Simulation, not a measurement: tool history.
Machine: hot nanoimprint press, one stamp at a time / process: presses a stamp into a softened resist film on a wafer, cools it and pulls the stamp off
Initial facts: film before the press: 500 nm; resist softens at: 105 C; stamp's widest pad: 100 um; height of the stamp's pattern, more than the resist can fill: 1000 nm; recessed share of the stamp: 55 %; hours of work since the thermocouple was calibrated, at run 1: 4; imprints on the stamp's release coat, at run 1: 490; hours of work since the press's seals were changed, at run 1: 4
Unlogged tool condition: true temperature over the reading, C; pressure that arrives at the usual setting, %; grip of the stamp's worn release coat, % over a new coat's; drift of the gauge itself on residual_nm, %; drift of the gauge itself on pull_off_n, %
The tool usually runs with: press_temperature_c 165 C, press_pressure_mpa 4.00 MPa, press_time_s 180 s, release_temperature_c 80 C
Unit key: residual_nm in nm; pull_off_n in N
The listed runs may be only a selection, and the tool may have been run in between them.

run    hour  press_temperature_c  press_pressure_mpa  press_time_s  release_temperature_c  hours of work since the thermocouple was calibrated  imprints on the stamp's release coat  hours of work since the press's seals were changed  residual_nm  pull_off_n
  1     0.0                  165                4.00           180                     80                                                    4                                   490                                                   4        176.2         176
  2    59.3                  154                4.00           180                     80                                                   47                                   710                                                  47        329.6         175
  3   140.8                  154                4.00           180                     80                                                  105                                  1013                                                 105        325.1         179
  4   234.6                  154                4.00           180                     80                                                  172                                  1361                                                 172        328.4         177
  5   293.3                  165                4.00           180                     80                                                  214                                  1579                                                 214        174.8         178
      381.2  -- stamp cleaned and given a new release coat
  6   384.9                  165                4.00           180                     80                                                  275                                    14                                                 275        175.7         180
  7   433.9                  165                4.00           180                     80                                                  310                                   196                                                 310        175.8         176
      515.5  -- plate thermocouple calibrated
  8   515.5                  165                4.00           180                     80                                                    0                                   488                                                 366        176.3         180
  9   610.0                  165                4.00           180                     80                                                   67                                   838                                                 434        175.9         181
 10   675.6                  165                4.00           180                     80                                                  114                                  1082                                                 481        175.5         181
 11   718.2                  172                4.00           180                     80                                                  145                                  1240                                                 511        116.2         178
 12   767.9                  172                4.00           180                     80                                                  180                                  1424                                                 547        116.2         177
 13   824.7                  172                4.00           180                     80                                                  221                                  1634                                                 587        116.4         175
      896.1  -- stamp cleaned and given a new release coat
 14   912.4                  172                4.00           180                     80                                                  279                                    61                                                 646        115.7         179
 15   961.2                  165                4.00           180                     67                                                  314                                   242                                                 680        175.9         198
 16  1011.1                  165                4.00           180                     67                                                  350                                   427                                                 716        175.1         195
     1037.0  -- plate thermocouple calibrated
 17  1115.6                  161                4.83           322                     80                                                   56                                   803                                                 789        161.7         181
 18  1198.9                  161                4.83           322                     80                                                  116                                  1112                                                 848        161.3         179
 19  1295.0                  155                4.00           180                     73                                                  184                                  1469                                                 917        310.6         188
 20  1394.5                  155                4.00           180                     73                                                  255                                  1838                                                 988        310.6         188
     1409.5  -- stamp cleaned and given a new release coat
 21  1482.5                  155                4.00           261                     79                                                  314                                   271                                                1046        276.7         179
     1563.8  -- plate thermocouple calibrated
 22  1583.1                  155                4.21           261                     66                                                   14                                   633                                                1116        271.5         191
 23  1667.4                  167                4.00           110                     80                                                   74                                   946                                                1176        192.4         179
     1735.1  -- press's hydraulic seals changed and the load cell set to zero
 24  1764.9                  165                5.16           119                     80                                                  138                                  1278                                                  21        185.9         175
 25  1809.4                  165                5.16           119                     80                                                  170                                  1443                                                  53        186.9         183
 26  1882.4                  157                3.05           343                     80                                                  222                                  1714                                                 105        247.9         178
     1934.5  -- stamp cleaned and given a new release coat
 27  1986.9                  157                3.05           343                     80                                                  292                                   194                                                 176        247.1         179
 28  2082.6                  165                2.63           180                     66                                                  361                                   549                                                 244        212.5         196

Run 29 comes next. What will it give?
     2100.0  -- plate thermocouple calibrated
 29  2140.3                  165                2.63           100                     66                                                   29                                   752                                                 283            ?           ?

For run 29 the tool returned residual_nm 265.2 nm, pull_off_n 195 N.
On a tool with no hidden condition, and with the same random variation, this run would have come out at residual_nm 265.1 nm, pull_off_n 195 N.
